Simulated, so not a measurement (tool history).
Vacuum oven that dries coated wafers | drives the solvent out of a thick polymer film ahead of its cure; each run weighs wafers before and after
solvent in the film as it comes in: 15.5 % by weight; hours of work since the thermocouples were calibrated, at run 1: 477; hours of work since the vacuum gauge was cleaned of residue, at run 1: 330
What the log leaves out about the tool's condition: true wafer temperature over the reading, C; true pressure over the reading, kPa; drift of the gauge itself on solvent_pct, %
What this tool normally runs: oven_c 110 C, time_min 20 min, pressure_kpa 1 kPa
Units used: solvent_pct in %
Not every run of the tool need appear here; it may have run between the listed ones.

run    hour  oven_c  time_min  pressure_kpa  hours of work since the thermocouples were calibrated  hours of work since the vacuum gauge was cleaned of residue  solvent_pct
  1       0     110        20             1                                                    477                                                          330         1.54
  2    42.9     110        20             1                                                    504                                                          356         1.53
  3    86.2     110        20             1                                                    530                                                          383         1.53
  4   136.8     110        20             1                                                    561                                                          414         1.51
  5   166.2     110        20          0.54                                                    579                                                          432         1.23
  6   220.1     110        20          0.54                                                    613                                                          465         1.33
  7   251.3     110        20          0.54                                                    632                                                          484         1.17
  8   288.2     110        20          0.54                                                    654                                                          507         1.22
  9   319.1     108        20             1                                                    673                                                          526         1.87
 10   363.6     110        20             1                                                    701                                                          553         1.56
 11   395.7     110        20             1                                                    720                                                          573         1.56
 12   425.6     110        20             1                                                    739                                                          592         1.52
 13   467.4     110        20             1                                                    765                                                          617          1.5
 14   517.6     110        20          0.71                                                    795                                                          648         1.38
 15   562.2     110        20          0.71                                                    823                                                          675          1.4
 16   591.6     104        20          2.61                                                    841                                                          693          3.9
 17   616.4     121        25          2.13                                                    856                                                          709         1.06
 18   649.5     120        34          2.21                                                    876                                                          729         1.17
 19   708.1     113        11          2.21                                                    912                                                          765         3.15
 20   763.6     113        11          2.21                                                    947                                                          799         3.13
 21   795.5     113        11          2.21                                                    966                                                          819         3.15
 22   837.6     113        11          2.21                                                    992                                                          845         3.07
 23   889.8     110        24             1                                                   1024                                                          877         1.22
 24   931.4     110        17          2.27                                                   1050                                                          902         2.59
 25   984.6     111        20          0.84                                                   1082                                                          935         1.29
 26  1025.2     104        10          0.85                                                   1107                                                          960         5.36
 27  1066.6     106        21          0.85                                                   1133                                                          985         2.01
 28  1107.5     116        33           0.5                                                   1158                                                         1010         0.47

5 options for the next run, each taken on its own from the tool as it stands now. Forecast them:
  A  1144.1     116        24          2.19                                                   1180                                                         1033            ?
  B  1144.1     122        15             3                                                   1180                                                         1033            ?
  C  1144.1     110        32             1                                                   1180                                                         1033            ?
  D  1144.1     102        33           0.5                                                   1180                                                         1033            ?
  E  1144.1     116        20          2.69                                                   1180                                                         1033            ?

run  solvent_pct
  A         1.39
  B         1.59
  C            1
  D         1.47
  E         1.74
Take away the tool's hidden state, keep each run's random variation, and the runs would have read:
run  solvent_pct
  A          1.3
  B         1.57
  C         0.86
  D         1.46
  E         1.72
